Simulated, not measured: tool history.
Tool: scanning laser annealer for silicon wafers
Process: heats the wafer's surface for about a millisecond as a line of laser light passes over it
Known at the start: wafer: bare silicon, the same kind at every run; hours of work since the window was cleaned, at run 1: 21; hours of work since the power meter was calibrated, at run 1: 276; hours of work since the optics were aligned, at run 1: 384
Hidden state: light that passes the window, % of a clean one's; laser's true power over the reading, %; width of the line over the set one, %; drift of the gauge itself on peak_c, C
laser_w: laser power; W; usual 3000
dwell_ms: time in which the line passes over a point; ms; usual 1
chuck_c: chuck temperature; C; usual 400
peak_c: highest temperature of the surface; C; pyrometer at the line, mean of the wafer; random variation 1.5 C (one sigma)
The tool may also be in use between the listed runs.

run	hour	laser_w	dwell_ms	chuck_c	hours of work since the window was cleaned	hours of work since the power meter was calibrated	hours of work since the optics were aligned	peak_c
1	0	3000	1	400	21	276	384	1172
2	11.3	3000	1.16	400	26	282	390	1235
3	25.3	3000	0.95	400	34	289	397	1148
4	39.5	3000	0.95	397	41	296	404	1145
5	51.5	3000	0.95	397	47	302	410	1147
6	62.5	3000	0.95	397	52	308	416	1144
7	71.6	3000	0.95	397	57	312	420	1145
8	81.6	3000	0.95	397	62	317	425	1143
9	96.1	3000	0.95	397	69	325	433	1147
10	106	3000	1	400	74	330	438	1168
11	115.1	3000	1	400	79	334	442	1170
12	124.2	3000	1	400	84	339	447	1168
13	139.4	3000	1	400	91	347	454	1166
14	151.3	3000	1	400	97	353	460	1167
15	161.8	3000	1	400	103	358	466	1165
16	169	3000	1	418	106	362	469	1183
17	181.3	3000	0.81	400	112	368	476	1083
18	192.8	3000	0.79	379	118	374	481	1050
19	201.2	3012	0.79	396	122	378	486	1073
20	208.1	2562	0.71	392	126	381	489	917
21	214.6	3148	0.71	404	129	385	492	1076
22	221.6	3148	0.71	404	133	388	496	1075
23	228.1	3148	0.71	404	136	392	499	1075
# hour 234: optics aligned, line set to its width
24	241.5	2939	0.71	438	140	396	4	1053
25	251	2851	0.74	412	145	401	9	1021
26	257.5	3123	0.76	370	148	404	12	1059
27	269.9	2634	0.73	402	155	410	18	950
# hour 290.1: optics aligned, line set to its width, once more
28	290.3	2697	1.06	438	162	418	0	1144
29	299.5	3000	0.97	400	167	423	5	1161
30	310.1	3283	1.14	360	172	428	10	1288
31	323.3	3266	1	410	179	435	17	1270
32	333.5	2925	1	382	184	440	22	1133
33	341.8	3281	0.87	400	188	444	26	1198

The same runs without the tool's hidden state, with the same run-to-run variation:
run	peak_c
1	1183
2	1248
3	1160
4	1158
5	1160
6	1158
7	1158
8	1157
9	1161
10	1183
11	1185
12	1184
13	1182
14	1184
15	1182
16	1200
17	1099
18	1066
19	1088
20	929
21	1092
22	1091
23	1091
24	1071
25	1040
26	1080
27	967
28	1151
29	1168
30	1298
31	1279
32	1141
33	1207
